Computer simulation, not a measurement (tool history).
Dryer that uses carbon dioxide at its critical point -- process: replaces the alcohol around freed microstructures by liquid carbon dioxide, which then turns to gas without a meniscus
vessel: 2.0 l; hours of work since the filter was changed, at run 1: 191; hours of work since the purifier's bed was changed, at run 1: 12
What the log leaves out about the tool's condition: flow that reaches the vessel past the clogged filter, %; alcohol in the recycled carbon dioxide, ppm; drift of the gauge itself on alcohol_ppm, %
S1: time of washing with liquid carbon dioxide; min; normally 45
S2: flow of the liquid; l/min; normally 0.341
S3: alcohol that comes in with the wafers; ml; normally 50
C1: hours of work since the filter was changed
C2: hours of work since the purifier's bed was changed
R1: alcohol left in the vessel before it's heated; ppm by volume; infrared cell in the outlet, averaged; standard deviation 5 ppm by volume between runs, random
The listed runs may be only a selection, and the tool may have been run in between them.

run 1 hour=0 | S1=45 S2=0.341 S3=50 | C1=191 C2=12 | R1=63
run 2 hour=10.4 | S1=45 S2=0.341 S3=50 | C1=196 C2=17 | R1=72
run 3 hour=27 | S1=45 S2=0.341 S3=90 | C1=204 C2=25 | R1=119
run 4 hour=38.9 | S1=45 S2=0.341 S3=50 | C1=210 C2=31 | R1=72
run 5 hour=51.6 | S1=45 S2=0.341 S3=50 | C1=217 C2=37 | R1=80
run 6 hour=63.8 | S1=45 S2=0.341 S3=50 | C1=223 C2=43 | R1=84
run 7 hour=71.9 | S1=66 S2=0.454 S3=25 | C1=227 C2=47 | R1=28
run 8 hour=84.9 | S1=31 S2=0.306 S3=36 | C1=233 C2=54 | R1=453
run 9 hour=101.1 | S1=31 S2=0.395 S3=29 | C1=241 C2=62 | R1=148
run 10 hour=110.6 | S1=31 S2=0.395 S3=29 | C1=246 C2=67 | R1=155
run 11 hour=120.7 | S1=31 S2=0.395 S3=29 | C1=251 C2=72 | R1=151
run 12 hour=136.3 | S1=34 S2=0.341 S3=50 | C1=259 C2=80 | R1=315

What if the next run were any one of these 5? Each begins from the tool's condition after run 12:
run A hour=154.8 | S1=34 S2=0.341 S3=28 | C1=268 C2=89 | R1=?
run B hour=154.8 | S1=45 S2=0.341 S3=47 | C1=268 C2=89 | R1=?
run C hour=154.8 | S1=45 S2=0.341 S3=52 | C1=268 C2=89 | R1=?
run D hour=154.8 | S1=45 S2=0.419 S3=61 | C1=268 C2=89 | R1=?
run E hour=154.8 | S1=70 S2=0.423 S3=29 | C1=268 C2=89 | R1=?

run=A R1=196
run=B R1=95
run=C R1=97
run=D R1=55
run=E R1=34
Without the tool's hidden state the same runs would have given:
run=A R1=102
run=B R1=33
run=C R1=32
run=D R1=13
run=E R1=6
